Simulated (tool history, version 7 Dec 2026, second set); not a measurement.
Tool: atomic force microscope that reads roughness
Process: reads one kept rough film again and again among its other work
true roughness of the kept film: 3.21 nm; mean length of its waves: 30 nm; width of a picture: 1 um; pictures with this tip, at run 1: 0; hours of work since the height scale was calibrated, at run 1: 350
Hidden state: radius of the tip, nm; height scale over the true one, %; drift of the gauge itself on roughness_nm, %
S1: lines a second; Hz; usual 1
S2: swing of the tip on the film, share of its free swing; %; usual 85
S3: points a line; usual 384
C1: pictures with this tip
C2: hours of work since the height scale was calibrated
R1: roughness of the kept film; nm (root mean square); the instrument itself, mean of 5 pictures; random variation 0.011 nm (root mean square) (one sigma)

run,hour,S1,S2,S3,C1,C2,R1
1,0,1,85,384,0,350,2.574
2,12.1,1,85,384,21,357,2.504
3,25.9,1,85,384,43,366,2.464
4,35.6,1,85,384,60,373,2.428
5,49,1,85,384,82,381,2.375
6,62.9,1,85,384,105,390,2.337
# hour 76.8: new tip fitted
7,76.8,0.92,85,384,0,399,2.554
8,86.6,1,85,289,17,405,2.462
9,98.3,1,85,289,36,413,2.426
10,112.9,1,85,289,61,422,2.376
11,123.4,1,85,289,78,429,2.345
12,131.7,1,85,289,92,435,2.304
13,144.5,1,85,384,113,443,2.27
# hour 154.1: new tip fitted
14,160.8,0.68,85,384,11,453,2.6
15,172.9,0.68,55,384,32,461,2.649
16,183.8,1,85,384,50,468,2.434
17,191.1,1,85,384,62,473,2.405
18,199.2,1,82,384,75,478,2.409
19,208.1,1,82,384,90,484,2.369
20,223.1,1,82,778,115,494,2.335
# hour 231.6: new tip fitted
21,237,1,82,778,10,502,2.577
22,246.4,1,82,778,25,508,2.532
23,260.6,0.78,85,281,49,518,2.438
24,267.3,1.15,85,305,60,522,2.358
25,282.6,0.59,57,299,85,532,2.505
26,297.7,1.27,79,396,111,542,2.305

Forecast run 27:
27,304.8,0.71,89,537,122,546,?

{"run 27": {"R1": 2.297}}
Without the tool's hidden state the same run would have given R1 2.619 nm (root mean square).
